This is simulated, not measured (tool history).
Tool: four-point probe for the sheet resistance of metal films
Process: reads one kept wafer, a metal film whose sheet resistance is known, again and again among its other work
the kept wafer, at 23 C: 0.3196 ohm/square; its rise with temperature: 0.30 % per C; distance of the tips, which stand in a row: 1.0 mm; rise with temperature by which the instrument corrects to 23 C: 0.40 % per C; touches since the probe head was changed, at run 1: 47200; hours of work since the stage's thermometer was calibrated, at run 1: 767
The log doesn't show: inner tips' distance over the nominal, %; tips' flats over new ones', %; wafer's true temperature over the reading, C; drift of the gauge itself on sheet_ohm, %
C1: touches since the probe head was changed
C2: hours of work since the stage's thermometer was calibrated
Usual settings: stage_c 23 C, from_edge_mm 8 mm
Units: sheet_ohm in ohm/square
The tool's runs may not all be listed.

{"run": 1, "hour": 0.0, "stage_c": 23, "from_edge_mm": 8, "C1": 47200, "C2": 767, "sheet_ohm": 0.322277}
{"run": 2, "hour": 12.2, "stage_c": 23, "from_edge_mm": 39, "C1": 47984, "C2": 776, "sheet_ohm": 0.31973}
{"run": 3, "hour": 31.3, "stage_c": 23, "from_edge_mm": 15, "C1": 49212, "C2": 790, "sheet_ohm": 0.320367}
{"run": 4, "hour": 50.2, "stage_c": 23, "from_edge_mm": 15, "C1": 50431, "C2": 804, "sheet_ohm": 0.320499}
{"run": 5, "hour": 61.3, "stage_c": 23, "from_edge_mm": 5, "C1": 51143, "C2": 812, "sheet_ohm": 0.326361}
{"run": 6, "hour": 79.4, "stage_c": 23, "from_edge_mm": 5, "C1": 52305, "C2": 825, "sheet_ohm": 0.326326}
{"run": 7, "hour": 99.6, "stage_c": 23, "from_edge_mm": 5, "C1": 53606, "C2": 839, "sheet_ohm": 0.326297}
{"run": 8, "hour": 109.7, "stage_c": 23, "from_edge_mm": 5, "C1": 54254, "C2": 846, "sheet_ohm": 0.326342}
{"run": 9, "hour": 127.2, "stage_c": 23, "from_edge_mm": 5, "C1": 55380, "C2": 859, "sheet_ohm": 0.326342}
{"run": 10, "hour": 139.7, "stage_c": 23, "from_edge_mm": 5, "C1": 56183, "C2": 868, "sheet_ohm": 0.326297}
{"run": 11, "hour": 155.7, "stage_c": 23, "from_edge_mm": 5, "C1": 57214, "C2": 880, "sheet_ohm": 0.326294}
{"run": 12, "hour": 170.2, "stage_c": 23, "from_edge_mm": 8, "C1": 58145, "C2": 890, "sheet_ohm": 0.322354}
{"run": 13, "hour": 187.6, "stage_c": 23, "from_edge_mm": 8, "C1": 59266, "C2": 903, "sheet_ohm": 0.322182}
{"run": 14, "hour": 199.3, "stage_c": 20, "from_edge_mm": 8, "C1": 60017, "C2": 911, "sheet_ohm": 0.32333}
{"run": 15, "hour": 217.7, "stage_c": 23, "from_edge_mm": 3, "C1": 61202, "C2": 924, "sheet_ohm": 0.337685}
{"run": 16, "hour": 234.1, "stage_c": 23, "from_edge_mm": 8, "C1": 62260, "C2": 936, "sheet_ohm": 0.322243}
{"run": 17, "hour": 249.2, "stage_c": 23, "from_edge_mm": 8, "C1": 63225, "C2": 947, "sheet_ohm": 0.322204}
{"run": 18, "hour": 266.4, "stage_c": 23, "from_edge_mm": 8, "C1": 64334, "C2": 959, "sheet_ohm": 0.322427}
{"run": 19, "hour": 277.8, "stage_c": 23, "from_edge_mm": 8, "C1": 65065, "C2": 968, "sheet_ohm": 0.322262}
{"run": 20, "hour": 294.7, "stage_c": 23, "from_edge_mm": 8, "C1": 66153, "C2": 980, "sheet_ohm": 0.322232}
{"run": 21, "hour": 303.4, "stage_c": 23, "from_edge_mm": 8, "C1": 66713, "C2": 986, "sheet_ohm": 0.322348}
{"run": 22, "hour": 316.2, "stage_c": 23, "from_edge_mm": 8, "C1": 67538, "C2": 995, "sheet_ohm": 0.322311}
{"run": 23, "hour": 332.3, "stage_c": 23, "from_edge_mm": 8, "C1": 68573, "C2": 1007, "sheet_ohm": 0.322276}
{"run": 24, "hour": 352.1, "stage_c": 23, "from_edge_mm": 12, "C1": 69843, "C2": 1021, "sheet_ohm": 0.320657}
{"run": 25, "hour": 363.9, "stage_c": 23, "from_edge_mm": 12, "C1": 70608, "C2": 1030, "sheet_ohm": 0.320731}
{"run": 26, "hour": 380.4, "stage_c": 30, "from_edge_mm": 8, "C1": 71667, "C2": 1041, "sheet_ohm": 0.319913}
{"run": 27, "hour": 400.9, "stage_c": 30, "from_edge_mm": 24, "C1": 72982, "C2": 1056, "sheet_ohm": 0.317637}

The next listed run, before its measurement:
{"run": 28, "hour": 412.8, "stage_c": 33, "from_edge_mm": 48, "C1": 73747, "C2": 1065, "sheet_ohm": "?"}

sheet_ohm: 0.316496 ohm/square
Without the tool's hidden state the same run would have given sheet_ohm 0.316501 ohm/square.
